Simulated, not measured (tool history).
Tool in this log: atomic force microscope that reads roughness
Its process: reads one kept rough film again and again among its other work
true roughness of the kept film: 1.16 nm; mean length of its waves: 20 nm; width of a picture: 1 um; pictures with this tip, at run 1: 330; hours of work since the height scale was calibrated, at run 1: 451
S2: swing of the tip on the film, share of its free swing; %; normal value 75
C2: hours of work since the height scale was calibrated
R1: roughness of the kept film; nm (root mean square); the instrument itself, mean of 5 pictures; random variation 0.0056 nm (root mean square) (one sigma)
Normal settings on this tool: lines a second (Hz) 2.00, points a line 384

run 1 hour=0.0 | lines_a_second_(Hz)=2.00 S2=75 points_a_line=384 | pictures_with_this_tip=330 C2=451 | R1=0.789
-- hour=22.4 new tip fitted
run 2 hour=40.8 | lines_a_second_(Hz)=2.00 S2=75 points_a_line=384 | pictures_with_this_tip=38 C2=476 | R1=0.960
run 3 hour=68.6 | lines_a_second_(Hz)=2.00 S2=75 points_a_line=384 | pictures_with_this_tip=96 C2=494 | R1=0.911
run 4 hour=112.5 | lines_a_second_(Hz)=2.00 S2=59 points_a_line=384 | pictures_with_this_tip=188 C2=521 | R1=0.894
run 5 hour=142.4 | lines_a_second_(Hz)=2.00 S2=59 points_a_line=384 | pictures_with_this_tip=251 C2=540 | R1=0.869
run 6 hour=187.3 | lines_a_second_(Hz)=2.00 S2=59 points_a_line=384 | pictures_with_this_tip=345 C2=568 | R1=0.811
-- hour=202.6 new tip fitted
run 7 hour=235.6 | lines_a_second_(Hz)=2.00 S2=75 points_a_line=384 | pictures_with_this_tip=69 C2=598 | R1=0.935
run 8 hour=264.0 | lines_a_second_(Hz)=2.00 S2=75 points_a_line=384 | pictures_with_this_tip=129 C2=615 | R1=0.892
run 9 hour=301.6 | lines_a_second_(Hz)=2.95 S2=75 points_a_line=384 | pictures_with_this_tip=208 C2=639 | R1=0.825
run 10 hour=323.4 | lines_a_second_(Hz)=2.00 S2=75 points_a_line=396 | pictures_with_this_tip=253 C2=652 | R1=0.822
run 11 hour=352.9 | lines_a_second_(Hz)=1.55 S2=75 points_a_line=396 | pictures_with_this_tip=316 C2=671 | R1=0.813
-- hour=386.9 new tip fitted
run 12 hour=404.5 | lines_a_second_(Hz)=1.55 S2=75 points_a_line=396 | pictures_with_this_tip=37 C2=703 | R1=0.962
run 13 hour=455.5 | lines_a_second_(Hz)=1.55 S2=75 points_a_line=396 | pictures_with_this_tip=143 C2=735 | R1=0.881
run 14 hour=500.5 | lines_a_second_(Hz)=1.55 S2=75 points_a_line=396 | pictures_with_this_tip=238 C2=763 | R1=0.832
run 15 hour=550.0 | lines_a_second_(Hz)=1.55 S2=75 points_a_line=396 | pictures_with_this_tip=341 C2=793 | R1=0.776
-- hour=568.7 new tip fitted
run 16 hour=584.7 | lines_a_second_(Hz)=3.88 S2=75 points_a_line=384 | pictures_with_this_tip=33 C2=815 | R1=0.899
run 17 hour=620.4 | lines_a_second_(Hz)=2.00 S2=75 points_a_line=589 | pictures_with_this_tip=108 C2=837 | R1=0.909
run 18 hour=648.1 | lines_a_second_(Hz)=2.00 S2=75 points_a_line=317 | pictures_with_this_tip=166 C2=854 | R1=0.851
run 19 hour=686.3 | lines_a_second_(Hz)=2.00 S2=75 points_a_line=317 | pictures_with_this_tip=246 C2=878 | R1=0.811
run 20 hour=716.6 | lines_a_second_(Hz)=2.00 S2=75 points_a_line=581 | pictures_with_this_tip=310 C2=897 | R1=0.801
-- hour=752.1 new tip fitted
run 21 hour=762.5 | lines_a_second_(Hz)=2.00 S2=75 points_a_line=1018 | pictures_with_this_tip=22 C2=926 | R1=0.970
run 22 hour=788.2 | lines_a_second_(Hz)=2.00 S2=75 points_a_line=1018 | pictures_with_this_tip=76 C2=942 | R1=0.929
run 23 hour=821.9 | lines_a_second_(Hz)=2.00 S2=75 points_a_line=384 | pictures_with_this_tip=146 C2=963 | R1=0.881
run 24 hour=868.2 | lines_a_second_(Hz)=3.63 S2=65 points_a_line=311 | pictures_with_this_tip=244 C2=991 | R1=0.816
run 25 hour=917.9 | lines_a_second_(Hz)=3.63 S2=65 points_a_line=311 | pictures_with_this_tip=348 C2=1023 | R1=0.768
-- hour=935.4 new tip fitted
run 26 hour=944.2 | lines_a_second_(Hz)=3.63 S2=88 points_a_line=311 | pictures_with_this_tip=19 C2=1039 | R1=0.837
run 27 hour=998.0 | lines_a_second_(Hz)=2.00 S2=63 points_a_line=384 | pictures_with_this_tip=132 C2=1072 | R1=0.917
run 28 hour=1052.3 | lines_a_second_(Hz)=1.34 S2=76 points_a_line=370 | pictures_with_this_tip=246 C2=1106 | R1=0.841
run 29 hour=1082.3 | lines_a_second_(Hz)=3.86 S2=75 points_a_line=954 | pictures_with_this_tip=308 C2=1125 | R1=0.754
-- hour=1117.4 new tip fitted
run 30 hour=1132.5 | lines_a_second_(Hz)=3.86 S2=75 points_a_line=954 | pictures_with_this_tip=32 C2=1156 | R1=0.921
run 31 hour=1179.2 | lines_a_second_(Hz)=3.86 S2=55 points_a_line=462 | pictures_with_this_tip=129 C2=1185 | R1=0.904
run 32 hour=1212.8 | lines_a_second_(Hz)=3.86 S2=89 points_a_line=302 | pictures_with_this_tip=200 C2=1206 | R1=0.708
run 33 hour=1264.7 | lines_a_second_(Hz)=0.67 S2=58 points_a_line=868 | pictures_with_this_tip=309 C2=1238 | R1=0.847
-- hour=1298.6 new tip fitted
run 34 hour=1312.4 | lines_a_second_(Hz)=0.65 S2=58 points_a_line=868 | pictures_with_this_tip=29 C2=1268 | R1=1.027
run 35 hour=1336.5 | lines_a_second_(Hz)=0.65 S2=64 points_a_line=406 | pictures_with_this_tip=79 C2=1283 | R1=0.971
run 36 hour=1371.0 | lines_a_second_(Hz)=2.00 S2=57 points_a_line=384 | pictures_with_this_tip=152 C2=1304 | R1=0.919
run 37 hour=1398.5 | lines_a_second_(Hz)=0.75 S2=85 points_a_line=320 | pictures_with_this_tip=209 C2=1321 | R1=0.863
run 38 hour=1445.5 | lines_a_second_(Hz)=0.75 S2=60 points_a_line=423 | pictures_with_this_tip=308 C2=1351 | R1=0.842
run 39 hour=1477.0 | lines_a_second_(Hz)=0.69 S2=63 points_a_line=423 | pictures_with_this_tip=374 C2=1370 | R1=0.802
-- hour=1480.4 new tip fitted
run 40 hour=1517.4 | lines_a_second_(Hz)=2.00 S2=57 points_a_line=932 | pictures_with_this_tip=77 C2=1395 | R1=0.950
run 41 hour=1563.6 | lines_a_second_(Hz)=0.90 S2=61 points_a_line=851 | pictures_with_this_tip=174 C2=1424 | R1=0.896
run 42 hour=1611.8 | lines_a_second_(Hz)=0.90 S2=61 points_a_line=851 | pictures_with_this_tip=275 C2=1454 | R1=0.842
run 43 hour=1634.9 | lines_a_second_(Hz)=2.00 S2=86 points_a_line=393 | pictures_with_this_tip=324 C2=1469 | R1=0.745
-- hour=1662.2 new tip fitted
run 44 hour=1662.5 | lines_a_second_(Hz)=2.09 S2=87 points_a_line=698 | pictures_with_this_tip=1 C2=1486 | R1=0.930
run 45 hour=1704.4 | lines_a_second_(Hz)=2.09 S2=87 points_a_line=698 | pictures_with_this_tip=88 C2=1512 | R1=0.878
run 46 hour=1743.7 | lines_a_second_(Hz)=2.00 S2=75 points_a_line=394 | pictures_with_this_tip=171 C2=1536 | R1=0.867

Results for each run, recomputed without the tool's hidden state and with each run's random variation untouched:
The hidden state here: radius of the tip, nm; height scale over the true one, %; drift of the gauge itself on roughness_nm, %.
run=1 R1=0.992
run=2 R1=0.993
run=3 R1=0.984
run=4 R1=1.027
run=5 R1=1.040
run=6 R1=1.026
run=7 R1=0.994
run=8 R1=0.997
run=9 R1=0.970
run=10 R1=0.993
run=11 R1=1.018
run=12 R1=1.004
run=13 R1=0.999
run=14 R1=1.004
run=15 R1=1.000
run=16 R1=0.931
run=17 R1=0.998
run=18 R1=0.976
run=19 R1=0.977
run=20 R1=1.001
run=21 R1=1.003
run=22 R1=1.003
run=23 R1=0.994
run=24 R1=0.984
run=25 R1=0.988
run=26 R1=0.856
run=27 R1=1.021
run=28 R1=1.007
run=29 R1=0.942
run=30 R1=0.960
run=31 R1=1.018
run=32 R1=0.834
run=33 R1=1.068
run=34 R1=1.067
run=35 R1=1.043
run=36 R1=1.041
run=37 R1=1.017
run=38 R1=1.057
run=39 R1=1.049
run=40 R1=1.038
run=41 R1=1.050
run=42 R1=1.053
run=43 R1=0.959
run=44 R1=0.949
run=45 R1=0.952
run=46 R1=0.993

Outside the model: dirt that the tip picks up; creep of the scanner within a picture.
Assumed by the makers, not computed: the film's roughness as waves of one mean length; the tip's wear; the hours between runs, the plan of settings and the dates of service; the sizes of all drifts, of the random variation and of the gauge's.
